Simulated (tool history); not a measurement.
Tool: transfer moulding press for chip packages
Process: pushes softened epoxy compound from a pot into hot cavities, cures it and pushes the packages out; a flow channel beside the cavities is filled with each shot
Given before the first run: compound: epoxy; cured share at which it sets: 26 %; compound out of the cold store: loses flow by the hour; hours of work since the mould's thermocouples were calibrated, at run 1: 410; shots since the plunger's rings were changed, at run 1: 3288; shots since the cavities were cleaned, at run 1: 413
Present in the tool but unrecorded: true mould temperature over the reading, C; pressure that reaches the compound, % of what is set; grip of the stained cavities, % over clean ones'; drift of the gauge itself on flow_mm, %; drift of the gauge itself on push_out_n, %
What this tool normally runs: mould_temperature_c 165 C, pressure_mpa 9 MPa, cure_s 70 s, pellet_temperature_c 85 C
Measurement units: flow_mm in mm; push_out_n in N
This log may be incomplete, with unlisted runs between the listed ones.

| run | hour | mould_temperature_c | pressure_mpa | cure_s | pellet_temperature_c | hours of work since the mould's thermocouples were calibrated | shots since the plunger's rings were changed | shots since the cavities were cleaned | incoming compound's hours out of the cold store | flow_mm | push_out_n |
|---|---|---|---|---|---|---|---|---|---|---|---|
| 1 | 0 | 165 | 9 | 70 | 85 | 410 | 3288 | 413 | 19.4 | 862 | 662 |
|  | 2.7 | cavities cleaned with cleaning compound and waxed |
| 2 | 17.9 | 165 | 9 | 70 | 85 | 422 | 3545 | 238 | 12.9 | 887 | 619 |
| 3 | 27.6 | 165 | 9 | 70 | 85 | 429 | 3696 | 389 | 22.4 | 847 | 677 |
|  | 31.4 | cavities cleaned with cleaning compound and waxed |
| 4 | 43.5 | 165 | 9 | 70 | 85 | 439 | 3923 | 190 | 26.8 | 827 | 578 |
| 5 | 54.8 | 165 | 9 | 70 | 85 | 447 | 4099 | 366 | 32.4 | 808 | 633 |
|  | 60.3 | cavities cleaned with cleaning compound and waxed |
| 6 | 65.7 | 165 | 9 | 70 | 85 | 454 | 4247 | 85 | 24.8 | 838 | 448 |
| 7 | 80.9 | 165 | 9 | 70 | 85 | 465 | 4484 | 322 | 24.6 | 835 | 634 |
|  | 89.6 | cavities cleaned with cleaning compound and waxed |
| 8 | 91.4 | 165 | 9 | 70 | 85 | 472 | 4625 | 28 | 31.2 | 811 | 392 |
|  | 105.2 | plunger's sealing rings changed |
| 9 | 105.2 | 165 | 9 | 70 | 85 | 480 | 0 | 205 | 12.2 | 908 | 575 |
| 10 | 113.6 | 165 | 9 | 70 | 85 | 486 | 132 | 337 | 15.9 | 893 | 641 |
|  | 121.6 | cavities cleaned with cleaning compound and waxed |
| 11 | 128.2 | 165 | 9 | 70 | 85 | 496 | 338 | 105 | 27.5 | 847 | 466 |
| 12 | 136.8 | 165 | 9 | 70 | 85 | 502 | 471 | 238 | 18.1 | 884 | 593 |
| 13 | 145.3 | 165 | 9 | 70 | 85 | 508 | 604 | 371 | 41.8 | 797 | 646 |
|  | 150.7 | cavities cleaned with cleaning compound and waxed |
| 14 | 155.9 | 165 | 9 | 70 | 85 | 515 | 747 | 82 | 8 | 921 | 493 |
| 15 | 166.2 | 167 | 9 | 73 | 85 | 522 | 908 | 243 | 29.4 | 837 | 481 |
|  | 179.9 | cavities cleaned with cleaning compound and waxed |
| 16 | 181.1 | 167 | 9 | 59 | 86 | 532 | 1119 | 20 | 27.7 | 841 | 504 |
| 17 | 188.1 | 161 | 7.96 | 55 | 93 | 537 | 1227 | 128 | 20.2 | 825 | 1108 |
| 18 | 199 | 163 | 7.39 | 70 | 85 | 545 | 1399 | 300 | 30.3 | 760 | 695 |
|  | 209.2 | cavities cleaned with cleaning compound and waxed |
| 19 | 217.3 | 163 | 7.39 | 70 | 85 | 557 | 1662 | 128 | 19.3 | 795 | 596 |
| 20 | 230.4 | 158 | 7.79 | 70 | 89 | 566 | 1866 | 332 | 37.3 | 763 | 986 |
|  | 238.3 | cavities cleaned with cleaning compound and waxed |
| 21 | 246.5 | 158 | 7.79 | 70 | 89 | 577 | 2094 | 127 | 36.9 | 763 | 729 |
| 22 | 256 | 167 | 10.94 | 70 | 89 | 584 | 2243 | 276 | 19.4 | 954 | 538 |
|  | 268.1 | cavities cleaned with cleaning compound and waxed |
| 23 | 272.2 | 173 | 9 | 50 | 85 | 594 | 2475 | 65 | 29.9 | 811 | 623 |
| 24 | 283.2 | 169 | 7.05 | 64 | 75 | 602 | 2647 | 237 | 47.4 | 675 | 587 |
| 25 | 293.8 | 165 | 9 | 70 | 90 | 610 | 2812 | 402 | 26.3 | 841 | 679 |
|  | 297.5 | cavities cleaned with cleaning compound and waxed |
| 26 | 309.7 | 165 | 9 | 70 | 90 | 620 | 3037 | 190 | 13.9 | 883 | 576 |
| 27 | 319.7 | 159 | 9.5 | 87 | 86 | 628 | 3195 | 348 | 18.5 | 906 | 634 |
|  | 326.2 | cavities cleaned with cleaning compound and waxed |
| 28 | 333.1 | 164 | 9.5 | 87 | 86 | 636 | 3380 | 107 | 14.7 | 910 | 376 |

The same runs without the tool's hidden state, with the same run-to-run variation:
| run | flow_mm | push_out_n |
|---|---|---|
| 1 | 879 | 321 |
| 2 | 906 | 343 |
| 3 | 866 | 333 |
| 4 | 847 | 342 |
| 5 | 829 | 316 |
| 6 | 859 | 326 |
| 7 | 858 | 329 |
| 8 | 834 | 334 |
| 9 | 905 | 334 |
| 10 | 892 | 329 |
| 11 | 847 | 319 |
| 12 | 884 | 331 |
| 13 | 798 | 324 |
| 14 | 923 | 347 |
| 15 | 839 | 270 |
| 16 | 845 | 415 |
| 17 | 829 | 709 |
| 18 | 764 | 361 |
| 19 | 800 | 383 |
| 20 | 769 | 488 |
| 21 | 770 | 477 |
| 22 | 964 | 292 |
| 23 | 822 | 449 |
| 24 | 685 | 320 |
| 25 | 853 | 328 |
| 26 | 897 | 322 |
| 27 | 921 | 313 |
| 28 | 926 | 269 |
